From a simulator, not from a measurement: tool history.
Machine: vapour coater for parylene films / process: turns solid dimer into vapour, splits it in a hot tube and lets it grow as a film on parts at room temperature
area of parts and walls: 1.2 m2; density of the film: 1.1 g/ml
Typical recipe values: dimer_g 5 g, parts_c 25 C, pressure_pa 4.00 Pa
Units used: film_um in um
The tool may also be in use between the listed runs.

| run | hour | dimer_g | parts_c | pressure_pa | film_um |
|---|---|---|---|---|---|
| 1 | 0.0 | 5 | 25 | 4.00 | 2.61 |
| 2 | 35.8 | 5 | 25 | 4.00 | 2.56 |
| 3 | 69.8 | 6 | 25 | 4.00 | 3.09 |
| 4 | 117.6 | 7 | 25 | 4.00 | 3.53 |
| 5 | 181.7 | 4 | 25 | 4.00 | 2.00 |
|  | 235.3 | trap's valve overhauled |
| 6 | 249.7 | 5 | 36 | 4.00 | 1.53 |
|  | 277.2 | table's thermometer calibrated |
| 7 | 282.8 | 5 | 36 | 4.00 | 1.62 |
| 8 | 349.2 | 6 | 36 | 4.00 | 1.89 |
| 9 | 412.0 | 6 | 36 | 4.00 | 1.84 |
| 10 | 456.7 | 6 | 25 | 4.00 | 2.84 |
| 11 | 513.8 | 3 | 25 | 4.00 | 1.35 |
| 12 | 565.5 | 5 | 34 | 4.00 | 1.59 |
| 13 | 623.2 | 5 | 34 | 4.00 | 1.55 |
|  | 637.1 | trap's valve overhauled, once more |
| 14 | 678.1 | 5 | 34 | 4.00 | 2.05 |
| 15 | 744.7 | 3 | 25 | 4.00 | 1.80 |
| 16 | 780.8 | 3 | 25 | 4.00 | 1.73 |
| 17 | 831.3 | 3 | 25 | 4.00 | 1.70 |
| 18 | 900.2 | 3 | 25 | 4.00 | 1.69 |
| 19 | 968.9 | 3 | 25 | 4.00 | 1.64 |
| 20 | 1019.5 | 5 | 25 | 4.00 | 2.76 |
| 21 | 1067.5 | 5 | 25 | 4.00 | 2.69 |
| 22 | 1120.8 | 5 | 25 | 4.00 | 2.64 |
| 23 | 1186.4 | 5 | 25 | 7.35 | 2.52 |
| 24 | 1250.4 | 8 | 25 | 8.06 | 3.97 |
| 25 | 1293.1 | 4 | 19 | 2.61 | 2.59 |
|  | 1332.9 | trap's valve overhauled |
| 26 | 1358.9 | 4 | 19 | 5.01 | 2.91 |
| 27 | 1409.0 | 4 | 19 | 5.01 | 2.89 |
| 28 | 1453.1 | 4 | 19 | 10.33 | 2.79 |
| 29 | 1519.8 | 5 | 35 | 4.21 | 1.90 |
| 30 | 1588.5 | 5 | 35 | 4.21 | 1.84 |
| 31 | 1654.9 | 5 | 35 | 4.21 | 1.77 |
| 32 | 1695.0 | 3 | 25 | 9.65 | 1.55 |
| 33 | 1750.1 | 3 | 25 | 9.65 | 1.53 |

What will run 34 give?
| 34 | 1812.2 | 4 | 22 | 2.46 | ? |

Run 34 measured film_um 2.50 um.
Had the tool carried no hidden state, the very same run would have given film_um 2.88 um.
